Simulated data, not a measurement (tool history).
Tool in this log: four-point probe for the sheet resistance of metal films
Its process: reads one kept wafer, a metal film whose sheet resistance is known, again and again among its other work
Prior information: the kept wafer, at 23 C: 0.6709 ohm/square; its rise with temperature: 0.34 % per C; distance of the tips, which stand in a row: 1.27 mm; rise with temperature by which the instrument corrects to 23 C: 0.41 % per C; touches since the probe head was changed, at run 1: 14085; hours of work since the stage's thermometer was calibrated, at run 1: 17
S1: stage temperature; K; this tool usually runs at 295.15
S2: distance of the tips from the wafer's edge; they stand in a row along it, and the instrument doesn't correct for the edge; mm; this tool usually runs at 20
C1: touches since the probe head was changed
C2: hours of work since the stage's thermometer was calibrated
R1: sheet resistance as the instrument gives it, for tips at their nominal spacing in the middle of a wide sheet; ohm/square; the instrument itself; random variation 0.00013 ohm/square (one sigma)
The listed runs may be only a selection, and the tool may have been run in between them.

run 1 hour=0.0 | S1=295.15 S2=20 | C1=14085 C2=17 | R1=0.672356
run 2 hour=10.4 | S1=295.15 S2=20 | C1=14597 C2=23 | R1=0.672514
run 3 hour=26.3 | S1=295.15 S2=20 | C1=15382 C2=33 | R1=0.672691
run 4 hour=35.7 | S1=295.15 S2=20 | C1=15846 C2=39 | R1=0.672657
run 5 hour=53.7 | S1=295.15 S2=20 | C1=16729 C2=50 | R1=0.672366
run 6 hour=65.2 | S1=295.15 S2=20 | C1=17296 C2=57 | R1=0.672796
run 7 hour=75.4 | S1=295.15 S2=20 | C1=17796 C2=63 | R1=0.672687
run 8 hour=87.1 | S1=295.15 S2=20 | C1=18375 C2=71 | R1=0.672642
run 9 hour=95.1 | S1=295.15 S2=20 | C1=18767 C2=76 | R1=0.672907
run 10 hour=103.3 | S1=295.15 S2=20 | C1=19175 C2=81 | R1=0.672471
run 11 hour=119.3 | S1=295.15 S2=20 | C1=19963 C2=91 | R1=0.672708
run 12 hour=129.1 | S1=295.15 S2=20 | C1=20446 C2=97 | R1=0.672538
run 13 hour=147.4 | S1=295.15 S2=20 | C1=21345 C2=108 | R1=0.672569
run 14 hour=162.6 | S1=295.15 S2=20 | C1=22095 C2=118 | R1=0.672482
run 15 hour=171.3 | S1=295.15 S2=22 | C1=22521 C2=123 | R1=0.672373
run 16 hour=187.4 | S1=295.15 S2=20 | C1=23317 C2=133 | R1=0.672372
run 17 hour=201.9 | S1=293.15 S2=20 | C1=24031 C2=142 | R1=0.673681
run 18 hour=216.1 | S1=293.15 S2=20 | C1=24732 C2=151 | R1=0.673691
run 19 hour=224.1 | S1=302.15 S2=20 | C1=25122 C2=156 | R1=0.669259
run 20 hour=236.1 | S1=298.15 S2=14 | C1=25714 C2=163 | R1=0.672687
run 21 hour=254.3 | S1=304.15 S2=3 | C1=26613 C2=175 | R1=0.724931

Estimate the outcome of run 22 from the log above:
run 22 hour=267.5 | S1=298.15 S2=34 | C1=27259 C2=183 | R1=?

{"run 22": {"R1": 0.670554}}
Had the tool carried no hidden state, the very same run would have given R1 0.670727 ohm/square.
